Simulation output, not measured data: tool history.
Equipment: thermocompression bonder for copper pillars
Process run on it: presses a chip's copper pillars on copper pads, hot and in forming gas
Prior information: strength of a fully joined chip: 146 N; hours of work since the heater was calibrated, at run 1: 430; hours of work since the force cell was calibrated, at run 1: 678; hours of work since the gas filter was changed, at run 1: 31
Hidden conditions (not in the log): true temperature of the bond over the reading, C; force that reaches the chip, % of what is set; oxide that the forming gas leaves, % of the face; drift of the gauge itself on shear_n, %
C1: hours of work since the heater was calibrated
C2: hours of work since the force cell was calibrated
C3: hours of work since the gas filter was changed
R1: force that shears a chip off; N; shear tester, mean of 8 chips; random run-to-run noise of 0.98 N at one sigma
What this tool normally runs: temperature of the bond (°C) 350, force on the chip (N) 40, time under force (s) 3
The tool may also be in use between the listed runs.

run 1 hour=0.0 | temperature_of_the_bond_(°C)=350 force_on_the_chip_(N)=40 time_under_force_(s)=3 | C1=430 C2=678 C3=31 | R1=93.5
run 2 hour=33.4 | temperature_of_the_bond_(°C)=350 force_on_the_chip_(N)=40 time_under_force_(s)=3 | C1=450 C2=698 C3=51 | R1=92.9
run 3 hour=64.8 | temperature_of_the_bond_(°C)=350 force_on_the_chip_(N)=40 time_under_force_(s)=5 | C1=469 C2=717 C3=70 | R1=107.4
run 4 hour=89.9 | temperature_of_the_bond_(°C)=350 force_on_the_chip_(N)=40 time_under_force_(s)=5 | C1=484 C2=732 C3=85 | R1=107.3
run 5 hour=117.4 | temperature_of_the_bond_(°C)=350 force_on_the_chip_(N)=40 time_under_force_(s)=6 | C1=501 C2=749 C3=102 | R1=112.2
run 6 hour=149.4 | temperature_of_the_bond_(°C)=350 force_on_the_chip_(N)=40 time_under_force_(s)=6 | C1=520 C2=768 C3=121 | R1=110.8
run 7 hour=174.6 | temperature_of_the_bond_(°C)=350 force_on_the_chip_(N)=46 time_under_force_(s)=6 | C1=535 C2=783 C3=136 | R1=113.6
run 8 hour=198.7 | temperature_of_the_bond_(°C)=350 force_on_the_chip_(N)=46 time_under_force_(s)=6 | C1=550 C2=798 C3=151 | R1=116.6
run 9 hour=226.0 | temperature_of_the_bond_(°C)=350 force_on_the_chip_(N)=46 time_under_force_(s)=6 | C1=566 C2=814 C3=167 | R1=115.8
run 10 hour=243.7 | temperature_of_the_bond_(°C)=350 force_on_the_chip_(N)=46 time_under_force_(s)=6 | C1=577 C2=825 C3=178 | R1=114.3
run 11 hour=260.5 | temperature_of_the_bond_(°C)=350 force_on_the_chip_(N)=46 time_under_force_(s)=6 | C1=587 C2=835 C3=188 | R1=114.4
run 12 hour=292.6 | temperature_of_the_bond_(°C)=350 force_on_the_chip_(N)=46 time_under_force_(s)=6 | C1=606 C2=854 C3=207 | R1=115.4
run 13 hour=318.8 | temperature_of_the_bond_(°C)=350 force_on_the_chip_(N)=46 time_under_force_(s)=6 | C1=622 C2=870 C3=223 | R1=116.1
run 14 hour=333.8 | temperature_of_the_bond_(°C)=350 force_on_the_chip_(N)=46 time_under_force_(s)=6 | C1=631 C2=879 C3=232 | R1=114.4
run 15 hour=363.2 | temperature_of_the_bond_(°C)=350 force_on_the_chip_(N)=46 time_under_force_(s)=6 | C1=649 C2=897 C3=249 | R1=116.8
run 16 hour=387.8 | temperature_of_the_bond_(°C)=350 force_on_the_chip_(N)=46 time_under_force_(s)=6 | C1=663 C2=911 C3=264 | R1=116.6
run 17 hour=411.4 | temperature_of_the_bond_(°C)=350 force_on_the_chip_(N)=46 time_under_force_(s)=6 | C1=678 C2=926 C3=278 | R1=115.3
run 18 hour=430.7 | temperature_of_the_bond_(°C)=350 force_on_the_chip_(N)=46 time_under_force_(s)=6 | C1=689 C2=937 C3=290 | R1=115.0
run 19 hour=447.3 | temperature_of_the_bond_(°C)=341 force_on_the_chip_(N)=40 time_under_force_(s)=3 | C1=699 C2=947 C3=300 | R1=83.6
run 20 hour=465.4 | temperature_of_the_bond_(°C)=341 force_on_the_chip_(N)=40 time_under_force_(s)=3 | C1=710 C2=958 C3=311 | R1=83.3
run 21 hour=479.8 | temperature_of_the_bond_(°C)=347 force_on_the_chip_(N)=40 time_under_force_(s)=3 | C1=719 C2=967 C3=319 | R1=88.6
run 22 hour=506.2 | temperature_of_the_bond_(°C)=364 force_on_the_chip_(N)=40 time_under_force_(s)=2 | C1=734 C2=983 C3=335 | R1=88.1
run 23 hour=537.2 | temperature_of_the_bond_(°C)=364 force_on_the_chip_(N)=40 time_under_force_(s)=2 | C1=753 C2=1001 C3=354 | R1=88.5
run 24 hour=555.7 | temperature_of_the_bond_(°C)=364 force_on_the_chip_(N)=40 time_under_force_(s)=2 | C1=764 C2=1012 C3=365 | R1=88.2
run 25 hour=570.6 | temperature_of_the_bond_(°C)=364 force_on_the_chip_(N)=40 time_under_force_(s)=2 | C1=773 C2=1021 C3=374 | R1=88.2
run 26 hour=591.4 | temperature_of_the_bond_(°C)=346 force_on_the_chip_(N)=47 time_under_force_(s)=5 | C1=786 C2=1034 C3=387 | R1=107.6
run 27 hour=617.3 | temperature_of_the_bond_(°C)=362 force_on_the_chip_(N)=33 time_under_force_(s)=2 | C1=801 C2=1049 C3=402 | R1=77.7
run 28 hour=633.5 | temperature_of_the_bond_(°C)=362 force_on_the_chip_(N)=33 time_under_force_(s)=2 | C1=811 C2=1059 C3=412 | R1=77.6
-- hour=653.3 forming gas filter changed
run 29 hour=667.4 | temperature_of_the_bond_(°C)=346 force_on_the_chip_(N)=33 time_under_force_(s)=4 | C1=831 C2=1079 C3=8 | R1=85.4
run 30 hour=691.4 | temperature_of_the_bond_(°C)=346 force_on_the_chip_(N)=33 time_under_force_(s)=4 | C1=846 C2=1094 C3=23 | R1=86.1
run 31 hour=723.0 | temperature_of_the_bond_(°C)=350 force_on_the_chip_(N)=40 time_under_force_(s)=7 | C1=865 C2=1113 C3=42 | R1=113.7
-- hour=733.5 heater calibrated with a thermocouple chip
run 32 hour=756.7 | temperature_of_the_bond_(°C)=350 force_on_the_chip_(N)=40 time_under_force_(s)=7 | C1=14 C2=1132 C3=61 | R1=116.7
run 33 hour=771.8 | temperature_of_the_bond_(°C)=350 force_on_the_chip_(N)=40 time_under_force_(s)=7 | C1=23 C2=1141 C3=70 | R1=116.6
run 34 hour=798.6 | temperature_of_the_bond_(°C)=350 force_on_the_chip_(N)=40 time_under_force_(s)=7 | C1=39 C2=1157 C3=86 | R1=115.7
run 35 hour=823.1 | temperature_of_the_bond_(°C)=350 force_on_the_chip_(N)=40 time_under_force_(s)=7 | C1=54 C2=1171 C3=101 | R1=114.6
run 36 hour=842.7 | temperature_of_the_bond_(°C)=335 force_on_the_chip_(N)=57 time_under_force_(s)=3 | C1=66 C2=1183 C3=113 | R1=101.9
run 37 hour=868.8 | temperature_of_the_bond_(°C)=335 force_on_the_chip_(N)=57 time_under_force_(s)=3 | C1=81 C2=1199 C3=128 | R1=102.1
run 38 hour=887.8 | temperature_of_the_bond_(°C)=350 force_on_the_chip_(N)=51 time_under_force_(s)=3 | C1=93 C2=1210 C3=140 | R1=105.1
run 39 hour=905.9 | temperature_of_the_bond_(°C)=350 force_on_the_chip_(N)=40 time_under_force_(s)=3 | C1=104 C2=1221 C3=151 | R1=94.3

Some steps in R1 between neighbouring runs. How much of each would the tool show without its hidden state too (settings, what came in, random variation), and how much is left for the hidden state, with any gauge scatter that isn't in both results?
Run 18 -> 19: temperature of the bond (°C) 350 -> 341, force on the chip (N) 46 -> 40, time under force (s) 6 -> 3. R1 -31.4 N: hidden state -0.7, all else -30.7.
Run 26 -> 27: temperature of the bond (°C) 346 -> 362, force on the chip (N) 47 -> 33, time under force (s) 5 -> 2. R1 -29.9 N: hidden state +0.3, all else -30.2.
Run 28 -> 29: temperature of the bond (°C) 362 -> 346, time under force (s) 2 -> 4, forming gas filter changed. R1 +7.8 N: hidden state +1.4, all else +6.4.
Run 30 -> 31: temperature of the bond (°C) 346 -> 350, force on the chip (N) 33 -> 40, time under force (s) 4 -> 7. R1 +27.6 N: hidden state +0.6, all else +27.0.
Run 31 -> 32: heater calibrated with a thermocouple chip. R1 +3.0 N: hidden state +4.5, all else -1.5.
